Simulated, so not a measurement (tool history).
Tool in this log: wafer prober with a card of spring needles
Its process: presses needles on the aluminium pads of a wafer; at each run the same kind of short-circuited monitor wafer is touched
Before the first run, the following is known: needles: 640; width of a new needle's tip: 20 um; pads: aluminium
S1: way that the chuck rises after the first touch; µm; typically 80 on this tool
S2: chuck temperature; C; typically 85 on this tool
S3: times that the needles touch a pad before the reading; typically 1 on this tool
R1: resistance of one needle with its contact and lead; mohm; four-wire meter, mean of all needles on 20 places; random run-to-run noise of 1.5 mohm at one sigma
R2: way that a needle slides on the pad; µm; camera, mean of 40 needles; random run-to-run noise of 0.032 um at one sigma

| run | hour | S1 | S2 | S3 | R1 | R2 |
|---|---|---|---|---|---|---|
| 1 | 0 | 80 | 85 | 1 | 138 | 19.71 |
|  | 4.5 | tips cleaned on abrasive film |
|  | 15.5 | tips cleaned on abrasive film |
| 2 | 22.6 | 80 | 85 | 1 | 141 | 19.68 |
|  | 26.6 | tips cleaned on abrasive film |
|  | 37.5 | tips cleaned on abrasive film |
| 3 | 38.3 | 80 | 85 | 1 | 141 | 19.68 |
|  | 47.8 | tips cleaned on abrasive film |
|  | 58.3 | tips cleaned on abrasive film |
|  | 68.9 | tips cleaned on abrasive film |
| 4 | 70.5 | 80 | 85 | 1 | 140 | 19.68 |
|  | 78.4 | tips cleaned on abrasive film |
|  | 88.3 | tips cleaned on abrasive film |
| 5 | 89.2 | 80 | 85 | 2 | 141 | 19.74 |
|  | 98.1 | tips cleaned on abrasive film |
|  | 107.8 | tips cleaned on abrasive film |
|  | 118.2 | tips cleaned on abrasive film |
| 6 | 125.4 | 80 | 85 | 2 | 139 | 19.69 |
|  | 127.7 | tips cleaned on abrasive film |
|  | 137.4 | tips cleaned on abrasive film |
|  | 147.2 | tips cleaned on abrasive film |
| 7 | 155.2 | 80 | 85 | 2 | 140 | 19.75 |
|  | 157.5 | tips cleaned on abrasive film |
|  | 157.8 | height of the first contact set anew |
|  | 168.7 | tips cleaned on abrasive film |
|  | 178.8 | tips cleaned on abrasive film |
| 8 | 180 | 80 | 85 | 2 | 139 | 19.72 |
|  | 188 | tips cleaned on abrasive film |
|  | 197.8 | tips cleaned on abrasive film |
| 9 | 203 | 80 | 85 | 1 | 141 | 19.73 |
|  | 207.4 | tips cleaned on abrasive film |
|  | 218.1 | tips cleaned on abrasive film |
|  | 229.1 | tips cleaned on abrasive film |
| 10 | 237.8 | 80 | 85 | 1 | 143 | 19.79 |
|  | 240.1 | tips cleaned on abrasive film |
|  | 250.5 | tips cleaned on abrasive film |
|  | 260 | tips cleaned on abrasive film |
| 11 | 260 | 80 | 85 | 1 | 141 | 19.82 |
|  | 270 | tips cleaned on abrasive film |
|  | 279 | tips cleaned on abrasive film |
| 12 | 279 | 80 | 85 | 1 | 140 | 19.83 |
|  | 287.8 | tips cleaned on abrasive film |
|  | 298.4 | tips cleaned on abrasive film |
| 13 | 304.7 | 80 | 85 | 1 | 142 | 19.82 |
|  | 308.6 | tips cleaned on abrasive film |
|  | 318.9 | tips cleaned on abrasive film |
| 14 | 322.5 | 80 | 85 | 1 | 142 | 19.91 |
|  | 328.9 | tips cleaned on abrasive film |
|  | 339.9 | tips cleaned on abrasive film |
|  | 350.2 | tips cleaned on abrasive film |
| 15 | 352.3 | 80 | 85 | 1 | 141 | 19.87 |
|  | 360.9 | tips cleaned on abrasive film |
|  | 371.9 | tips cleaned on abrasive film |
|  | 378.8 | height of the first contact set anew |
|  | 381.6 | tips cleaned on abrasive film |
| 16 | 381.6 | 80 | 85 | 1 | 141 | 19.89 |
|  | 392.6 | tips cleaned on abrasive film |
| 17 | 401 | 85 | 85 | 2 | 142 | 21.08 |
|  | 403.3 | tips cleaned on abrasive film |
|  | 413.7 | tips cleaned on abrasive film |
|  | 422.8 | tips cleaned on abrasive film |
|  | 432.6 | tips cleaned on abrasive film |
| 18 | 437.3 | 91 | 106 | 2 | 144 | 22.62 |
|  | 443.5 | tips cleaned on abrasive film |
|  | 454.2 | tips cleaned on abrasive film |
|  | 463.7 | tips cleaned on abrasive film |
| 19 | 470.7 | 88 | 65 | 2 | 134 | 21.92 |
|  | 473 | tips cleaned on abrasive film |
|  | 484 | tips cleaned on abrasive film |
|  | 494.1 | tips cleaned on abrasive film |
| 20 | 495 | 86 | 99 | 3 | 143 | 21.42 |
|  | 503.8 | tips cleaned on abrasive film |
|  | 514.4 | tips cleaned on abrasive film |
|  | 524 | tips cleaned on abrasive film |
| 21 | 527.9 | 80 | 51 | 3 | 136 | 19.91 |
|  | 534 | tips cleaned on abrasive film |
|  | 544.5 | tips cleaned on abrasive film |
|  | 555.3 | tips cleaned on abrasive film |
| 22 | 557 | 80 | 44 | 2 | 132 | 19.94 |
|  | 565.7 | tips cleaned on abrasive film |
|  | 576.4 | tips cleaned on abrasive film |
| 23 | 582.3 | 65 | 54 | 2 | 139 | 16.22 |
|  | 586.8 | tips cleaned on abrasive film |
|  | 597.8 | tips cleaned on abrasive film |
|  | 598.1 | height of the first contact set anew |
| 24 | 606.5 | 95 | 54 | 2 | 133 | 23.76 |
|  | 608.1 | tips cleaned on abrasive film |
|  | 618.4 | tips cleaned on abrasive film |
| 25 | 623.1 | 80 | 37 | 1 | 131 | 20.03 |
|  | 628.8 | tips cleaned on abrasive film |
|  | 639.5 | tips cleaned on abrasive film |
|  | 650.2 | tips cleaned on abrasive film |
| 26 | 653.6 | 67 | 83 | 2 | 144 | 16.73 |
|  | 660.3 | tips cleaned on abrasive film |
|  | 669.6 | tips cleaned on abrasive film |
| 27 | 669.6 | 67 | 76 | 3 | 141 | 16.79 |
|  | 680.2 | tips cleaned on abrasive film |
| 28 | 684.8 | 62 | 29 | 2 | 137 | 15.57 |
|  | 691.1 | tips cleaned on abrasive film |
|  | 702.2 | tips cleaned on abrasive film |
|  | 712.5 | tips cleaned on abrasive film |
| 29 | 716.5 | 69 | 68 | 3 | 143 | 17.3 |

Subtracting, for every run, the result it would have given without the tool's unlogged condition from the measured result gives the following. The same run-to-run variation enters both numbers; the gauge's scatter may not:
What the log doesn't record here: debris on the tips, nm; way that the needles fall short of the set height, um; tips' diameter, um; drift of the gauge itself on contact_mohm, %; drift of the gauge itself on scrub_um, %.
| run | R2 |
|---|---|
| 1 | +0 |
| 2 | +0 |
| 3 | +0.02 |
| 4 | +0.03 |
| 5 | +0.03 |
| 6 | +0.06 |
| 7 | +0.07 |
| 8 | +0.1 |
| 9 | +0.11 |
| 10 | +0.13 |
| 11 | +0.13 |
| 12 | +0.14 |
| 13 | +0.16 |
| 14 | +0.17 |
| 15 | +0.18 |
| 16 | +0.22 |
| 17 | +0.24 |
| 18 | +0.28 |
| 19 | +0.29 |
| 20 | +0.29 |
| 21 | +0.28 |
| 22 | +0.3 |
| 23 | +0.25 |
| 24 | +0.41 |
| 25 | +0.34 |
| 26 | +0.3 |
| 27 | +0.31 |
| 28 | +0.3 |
| 29 | +0.34 |
R1: within 1 mohm of the measured result in every run.

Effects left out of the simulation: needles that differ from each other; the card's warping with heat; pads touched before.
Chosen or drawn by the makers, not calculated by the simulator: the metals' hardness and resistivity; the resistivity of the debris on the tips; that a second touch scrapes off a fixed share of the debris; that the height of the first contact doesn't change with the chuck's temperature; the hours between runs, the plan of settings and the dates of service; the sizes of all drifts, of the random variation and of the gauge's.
